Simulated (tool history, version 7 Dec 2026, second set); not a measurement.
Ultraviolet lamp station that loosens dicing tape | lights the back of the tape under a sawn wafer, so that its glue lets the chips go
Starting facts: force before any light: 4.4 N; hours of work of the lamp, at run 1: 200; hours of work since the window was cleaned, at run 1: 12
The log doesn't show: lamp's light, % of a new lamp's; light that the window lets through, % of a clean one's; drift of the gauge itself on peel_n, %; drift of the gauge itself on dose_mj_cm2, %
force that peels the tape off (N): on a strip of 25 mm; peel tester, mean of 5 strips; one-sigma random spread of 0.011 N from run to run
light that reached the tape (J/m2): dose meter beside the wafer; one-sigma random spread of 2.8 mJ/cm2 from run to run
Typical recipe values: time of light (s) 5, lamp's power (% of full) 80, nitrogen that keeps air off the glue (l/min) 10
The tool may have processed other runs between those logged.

run   hour  time of light (s)  lamp's power (% of full)  nitrogen that keeps air off the glue (l/min)  hours of work of the lamp  hours of work since the window was cleaned  force that peels the tape off (N)  light that reached the tape (J/m2)
  1    0.0                  5                        80                                            10                        200                                          12                              0.524                                3750
  2   14.3                  6                        80                                            10                        207                                          19                              0.388                                4470
  3   29.5                  5                        80                                            10                        214                                          26                              0.533                                3700
  4   53.3                  5                        80                                            10                        226                                          38                              0.515                                3670
  5   70.1                  5                        80                                            10                        234                                          46                              0.556                                3670
  6   85.6                  5                        80                                            10                        242                                          54                              0.538                                3650
  7  104.2                  5                        80                                            10                        251                                          63                              0.556                                3650
  8  125.6                  5                        80                                            10                        261                                          74                              0.550                                3600
  9  140.9                  5                        80                                            10                        269                                          81                              0.570                                3580
 10  160.8                  5                        80                                            10                        279                                          91                              0.561                                3530
 11  185.1                  5                        71                                            10                        291                                         103                              0.701                                3160
 12  195.7                  5                        80                                            10                        296                                         108                              0.565                                3540
 13  212.2                  5                        80                                            10                        304                                         116                              0.592                                3510
 14  225.2                  5                        80                                            10                        310                                         123                              0.589                                3480
 15  240.6                  5                        80                                            10                        318                                         130                              0.576                                3480
 16  266.0                  5                        80                                            10                        330                                         143                              0.587                                3490
 17  282.4                  5                        99                                            10                        338                                         151                              0.441                                4250
 18  303.5                  5                        99                                            10                        349                                         161                              0.449                                4220
 19  329.0                  5                        80                                            10                        361                                         173                              0.615                                3380
 20  354.1                  5                        80                                            10                        374                                         186                              0.623                                3370
 21  372.1                  5                        80                                            10                        382                                         195                              0.609                                3330
 22  396.2                  5                        80                                             7                        394                                         206                              0.762                                3310
 23  409.5                  3                        88                                            17                        401                                         213                              0.919                                2150
 24  430.1                  3                        73                                            19                        411                                         223                              1.150                                1760
 25  455.5                  3                        79                                            11                        423                                         236                              1.261                                1960
     463.2  -- window cleaned of glue's vapour
 26  479.5                  3                        69                                             3                        435                                           8                              2.035                                1840
 27  501.4                  3                        69                                             3                        446                                          19                              1.957                                1820
 28  518.8                  3                        66                                            13                        454                                          27                              1.309                                1750
 29  531.4                  3                        66                                            13                        460                                          33                              1.275                                1770
 30  557.0                  5                        98                                            10                        473                                          46                              0.412                                4310
 31  577.9                  5                        91                                            18                        483                                          56                              0.376                                4020
 32  590.5                  2                        98                                             6                        489                                          62                              1.755                                1670
 33  608.9                  2                        73                                             7                        498                                          72                              2.205                                1290
 34  626.3                  9                        80                                             4                        507                                          80                              0.406                                6220
 35  641.7                  2                        80                                             4                        514                                          88                              2.395                                1380
 36  653.9                  4                        83                                             4                        520                                          94                              1.233                                2840
 37  675.1                  4                        72                                             7                        531                                         104                              1.180                                2440
 38  691.6                  4                        86                                            14                        539                                         112                              0.669                                2870
 39  714.6                  5                        80                                             7                        550                                         123                              0.767                                3370
 40  729.3                  5                        80                                             7                        557                                         131                              0.756                                3340
 41  741.4                  9                        80                                             5                        563                                         137                              0.372                                6030
 42  760.4                  9                        80                                             5                        573                                         146                              0.385                                5950
 43  784.3                  6                        79                                            14                        584                                         158                              0.423                                3890

For each entry between runs, how does the tool's hidden state at the last listed run before it compare with that at the first listed run after it?
In the gap between runs 25 and 26: window cleaned of glue's vapour (hour 463.2)
  lamp's light, % of a new lamp's: 91.3 -> 91.1; light that the window lets through, % of a clean one's: 88.7 -> 99.2
  measured less the result without the state, force that peels the tape off (N): +0.292 -> +0.156; light that reached the tape (J/m2): -460 -> -200

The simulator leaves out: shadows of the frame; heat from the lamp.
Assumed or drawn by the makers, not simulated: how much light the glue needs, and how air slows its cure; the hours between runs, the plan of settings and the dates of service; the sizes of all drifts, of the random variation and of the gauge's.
